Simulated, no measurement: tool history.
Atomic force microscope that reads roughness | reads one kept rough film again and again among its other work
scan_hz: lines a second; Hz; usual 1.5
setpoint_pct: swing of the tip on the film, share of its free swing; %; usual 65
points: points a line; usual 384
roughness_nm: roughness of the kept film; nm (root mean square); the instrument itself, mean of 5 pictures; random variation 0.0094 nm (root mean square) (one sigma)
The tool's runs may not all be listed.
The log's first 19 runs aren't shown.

run   hour  scan_hz  setpoint_pct  points  roughness_nm
 20    353      1.5            65     384         2.128
 21  366.2      1.5            65     384         2.137
 22  386.6     0.52            69     635         2.223
 23  401.7     2.44            57     327         2.116
     412.3  -- new tip fitted
 24  414.6     2.44            57     327         2.114
 25    439     2.44            57     327         2.116
 26  459.6     2.44            57     327         2.117
 27  477.4     2.44            57     327         2.114
 28  493.6     0.68            61     684         2.232
 29  514.9     3.52            61     384         2.028
 30  530.9     2.53            61     259         2.042
 31    545     3.24            74     384         1.846
 32  568.8     2.96            79     832         1.802
 33  579.7      1.5            63     525         2.159
 34  602.5      1.5            63     525         2.176
 35  622.3      1.5            60     374         2.141
 36  643.1      1.5            60     374         2.149
 37  653.7      1.5            60     374         2.146
 38  663.6      1.5            60     374         2.147
 39  673.8      1.5            60     374         2.145
 40  690.1     1.83            71     779          2.05
     697.5  -- new tip fitted
 41  712.3     1.83            61    1024         2.162

4 ways to go on from here, each from the tool as it stands after run 41. What would each give?
  A  735.9      2.5            65     384             ?
  B  735.9      1.5            56     384             ?
  C  735.9     0.72            69    1024             ?
  D  735.9     0.82            61     379             ?

run  roughness_nm
  A         2.059
  B         2.197
  C         2.203
  D         2.197
Without the tool's hidden state the same runs would have given:
run  roughness_nm
  A         2.061
  B         2.198
  C         2.204
  D         2.199

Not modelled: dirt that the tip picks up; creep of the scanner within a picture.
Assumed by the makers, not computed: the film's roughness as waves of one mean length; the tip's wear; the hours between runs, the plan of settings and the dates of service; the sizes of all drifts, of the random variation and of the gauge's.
